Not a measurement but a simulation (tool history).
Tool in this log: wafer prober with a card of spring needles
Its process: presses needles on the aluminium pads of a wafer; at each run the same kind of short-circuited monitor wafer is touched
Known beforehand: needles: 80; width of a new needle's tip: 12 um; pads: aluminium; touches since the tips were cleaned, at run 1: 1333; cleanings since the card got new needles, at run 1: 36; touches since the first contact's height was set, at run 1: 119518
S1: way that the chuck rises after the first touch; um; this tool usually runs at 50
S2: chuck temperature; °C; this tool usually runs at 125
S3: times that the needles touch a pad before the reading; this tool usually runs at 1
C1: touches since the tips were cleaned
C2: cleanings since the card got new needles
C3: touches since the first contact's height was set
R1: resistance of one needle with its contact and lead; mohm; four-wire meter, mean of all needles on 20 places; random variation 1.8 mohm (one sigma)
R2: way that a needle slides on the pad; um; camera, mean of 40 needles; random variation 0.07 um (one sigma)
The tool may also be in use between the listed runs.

run	hour	S1	S2	S3	C1	C2	C3	R1	R2
1	0	50	125	1	1333	36	119518	233	9.15
# hour 9: tips cleaned on abrasive film
# hour 24.3: tips cleaned on abrasive film
# hour 37: tips cleaned on abrasive film
# hour 52.4: tips cleaned on abrasive film
2	58.1	50	125	1	1295	40	132724	230	9.03
# hour 67.4: tips cleaned on abrasive film
# hour 80.1: tips cleaned on abrasive film
3	90	50	125	1	2269	42	139983	250	8.96
# hour 92.8: tips cleaned on abrasive film
# hour 107.6: tips cleaned on abrasive film
# hour 122.2: tips cleaned on abrasive film
# hour 134.9: tips cleaned on abrasive film
4	143.4	50	125	1	1958	46	152127	244	9.03
# hour 149.3: tips cleaned on abrasive film
# hour 164.7: tips cleaned on abrasive film
# hour 179.6: tips cleaned on abrasive film
# hour 193.2: tips cleaned on abrasive film
5	193.2	50	125	1	0	50	163427	196	8.81
# hour 208.9: tips cleaned on abrasive film
# hour 224.1: tips cleaned on abrasive film
6	233.4	50	125	1	2119	52	172588	252	8.68
# hour 239.7: tips cleaned on abrasive film
# hour 254.9: tips cleaned on abrasive film
# hour 270.6: tips cleaned on abrasive film
7	276.9	50	125	1	1442	55	182488	240	8.64
# hour 283.2: tips cleaned on abrasive film
# hour 299: tips cleaned on abrasive film
# hour 313.9: tips cleaned on abrasive film
8	320.9	50	125	1	1602	58	192491	254	8.65
# hour 327: tips cleaned on abrasive film
# hour 341.6: tips cleaned on abrasive film
# hour 357: tips cleaned on abrasive film
# hour 371.1: tips cleaned on abrasive film
9	371.1	50	125	1	0	62	203889	201	8.4
# hour 386.2: tips cleaned on abrasive film
# hour 401.9: tips cleaned on abrasive film
# hour 414.5: tips cleaned on abrasive film
10	419.3	50	125	1	1095	65	214867	242	8.48
# hour 428.8: tips cleaned on abrasive film
# hour 444.4: tips cleaned on abrasive film
# hour 459.9: tips cleaned on abrasive film
# hour 475.2: tips cleaned on abrasive film
11	475.2	50	125	1	0	69	227580	206	8.45
# hour 490.6: tips cleaned on abrasive film
# hour 506.2: tips cleaned on abrasive film
12	513.6	50	36	1	1709	71	236323	242	8.35
# hour 520: tips cleaned on abrasive film
# hour 520.3: height of the first contact set anew
# hour 535.7: tips cleaned on abrasive film
# hour 550.8: tips cleaned on abrasive film
# hour 566.2: tips cleaned on abrasive film
13	570.3	50	36	1	933	75	11383	207	9.85
# hour 579.5: tips cleaned on abrasive film
# hour 594.2: tips cleaned on abrasive film
# hour 608.1: tips cleaned on abrasive film
14	608.1	50	36	1	0	78	19964	179	9.73
# hour 620.7: tips cleaned on abrasive film
# hour 635.8: tips cleaned on abrasive film
# hour 651.2: tips cleaned on abrasive film
15	654.2	50	36	1	685	81	30447	203	9.64
# hour 666.8: tips cleaned on abrasive film
# hour 682.4: tips cleaned on abrasive film
# hour 695: tips cleaned on abrasive film
# hour 710.2: tips cleaned on abrasive film
16	710.5	34	50	1	63	85	43252	207	6.43

Run 17 comes next. What will it give?
# hour 723: tips cleaned on abrasive film
# hour 737.9: tips cleaned on abrasive film
17	743.6	34	50	1	1300	87	50793	?	?

{"run 17": {"R1": 293, "R2": 6.43}}
On a tool with no hidden condition, and with the same random variation, this run would have come out at R1 181 mohm, R2 6.75 um.

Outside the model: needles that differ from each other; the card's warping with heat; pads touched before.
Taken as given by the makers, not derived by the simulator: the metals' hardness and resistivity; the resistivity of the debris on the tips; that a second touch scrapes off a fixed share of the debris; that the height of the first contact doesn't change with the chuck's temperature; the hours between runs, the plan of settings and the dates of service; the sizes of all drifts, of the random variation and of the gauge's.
